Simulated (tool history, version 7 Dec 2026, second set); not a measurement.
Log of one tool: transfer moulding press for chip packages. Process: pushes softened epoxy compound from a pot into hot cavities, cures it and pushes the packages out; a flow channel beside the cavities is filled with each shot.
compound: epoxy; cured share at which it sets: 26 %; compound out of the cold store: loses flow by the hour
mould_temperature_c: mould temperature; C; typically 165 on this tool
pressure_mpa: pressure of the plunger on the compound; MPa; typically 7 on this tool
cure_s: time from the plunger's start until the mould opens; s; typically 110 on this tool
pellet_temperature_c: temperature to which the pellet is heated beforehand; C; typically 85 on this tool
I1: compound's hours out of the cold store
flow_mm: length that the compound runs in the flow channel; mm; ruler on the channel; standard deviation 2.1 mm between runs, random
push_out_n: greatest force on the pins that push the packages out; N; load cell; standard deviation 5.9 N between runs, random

Run 1, day 0: usual settings; I1 30.6. Result: flow_mm 895 mm, push_out_n 307 N.
Run 2, day 1.025: usual settings but pellet_temperature_c 77 C; I1 23.5. Result: flow_mm 929 mm, push_out_n 452 N.
Run 3, day 2.554: usual settings but pressure_mpa 8 MPa, pellet_temperature_c 77 C; I1 21.9. Result: flow_mm 995 mm, push_out_n 498 N.
At day 3.004: cavities cleaned with cleaning compound and waxed.
Run 4, day 3.746: usual settings but mould_temperature_c 162 C; I1 16. Result: flow_mm 968 mm, push_out_n 666 N.
Run 5, day 5.021: usual settings; I1 32.2. Result: flow_mm 870 mm, push_out_n 508 N.
At day 6.433: cavities cleaned with cleaning compound and waxed.
Run 6, day 6.654: usual settings but pressure_mpa 6.68 MPa; I1 8.3. Result: flow_mm 967 mm, push_out_n 305 N.
Run 7, day 7.708: usual settings but cure_s 145 s; I1 45.2. Result: flow_mm 803 mm, push_out_n 324 N.
At day 7.896: cavities cleaned with cleaning compound and waxed, once more.
Run 8, day 8.521: usual settings but cure_s 107 s; I1 10.6. Result: flow_mm 971 mm, push_out_n 375 N.
Run 9, day 9.45: usual settings but mould_temperature_c 163 C, cure_s 94 s; I1 8.4. Result: flow_mm 987 mm, push_out_n 758 N.
At day 11.117: plunger's sealing rings changed.
Run 10, day 11.196: usual settings but cure_s 93 s, pellet_temperature_c 86 C; I1 44.3. Result: flow_mm 834 mm, push_out_n 662 N.
At day 11.396: cavities cleaned with cleaning compound and waxed.
Run 11, day 12.638: usual settings but cure_s 93 s, pellet_temperature_c 86 C; I1 46.7. Result: flow_mm 817 mm, push_out_n 550 N.
Run 12, day 13.671: usual settings but mould_temperature_c 170 C, pressure_mpa 5.42 MPa, cure_s 90 s, pellet_temperature_c 86 C; I1 41.8. Result: flow_mm 726 mm, push_out_n 488 N.
At day 14.704: mould's thermocouples calibrated.
At day 14.842: cavities cleaned with cleaning compound and waxed.
Run 13, day 15.133: usual settings but mould_temperature_c 170 C, pressure_mpa 5.71 MPa, cure_s 122 s, pellet_temperature_c 86 C; I1 15.7. Result: flow_mm 857 mm, push_out_n 230 N.
Run 14, day 16.521: usual settings but mould_temperature_c 173 C, cure_s 94 s; I1 25.3. Result: flow_mm 887 mm, push_out_n 385 N.
Run 15, day 18.029: usual settings but cure_s 107 s, pellet_temperature_c 76 C; I1 44.5. Result: flow_mm 811 mm, push_out_n 501 N.
At day 18.246: cavities cleaned with cleaning compound and waxed.
Run 16, day 18.888: usual settings but mould_temperature_c 158 C, pressure_mpa 6.05 MPa, cure_s 106 s, pellet_temperature_c 76 C; I1 25.9. Result: flow_mm 856 mm, push_out_n 656 N.

Alternative continuations, all from the tool just after run 16; predict every row:
Run A, day 20.15: usual settings but mould_temperature_c 159 C, cure_s 118 s, pellet_temperature_c 90 C; I1 15.1. Result: flow_mm ?, push_out_n ?.
Run B, day 20.15: usual settings but mould_temperature_c 170 C, pressure_mpa 5.23 MPa, cure_s 106 s, pellet_temperature_c 76 C; I1 9.5. Result: flow_mm ?, push_out_n ?.
Run C, day 20.15: usual settings but mould_temperature_c 170 C, pressure_mpa 7.7 MPa, cure_s 106 s, pellet_temperature_c 86 C; I1 10.8. Result: flow_mm ?, push_out_n ?.
Run D, day 20.15: usual settings but pressure_mpa 8.5 MPa, cure_s 136 s; I1 14.5. Result: flow_mm ?, push_out_n ?.
Run E, day 20.15: usual settings but mould_temperature_c 170 C, pressure_mpa 6.28 MPa, pellet_temperature_c 83 C; I1 21.4. Result: flow_mm ?, push_out_n ?.

run  flow_mm  push_out_n
  A      972         607
  B      833         390
  C     1004         404
  D     1052         365
  E      856         375
The same runs, with their run-to-run variation unchanged, on a tool lacking any hidden condition would have given:
run  flow_mm  push_out_n
  A     1000         293
  B      858         189
  C     1034         204
  D     1083         180
  E      881         184

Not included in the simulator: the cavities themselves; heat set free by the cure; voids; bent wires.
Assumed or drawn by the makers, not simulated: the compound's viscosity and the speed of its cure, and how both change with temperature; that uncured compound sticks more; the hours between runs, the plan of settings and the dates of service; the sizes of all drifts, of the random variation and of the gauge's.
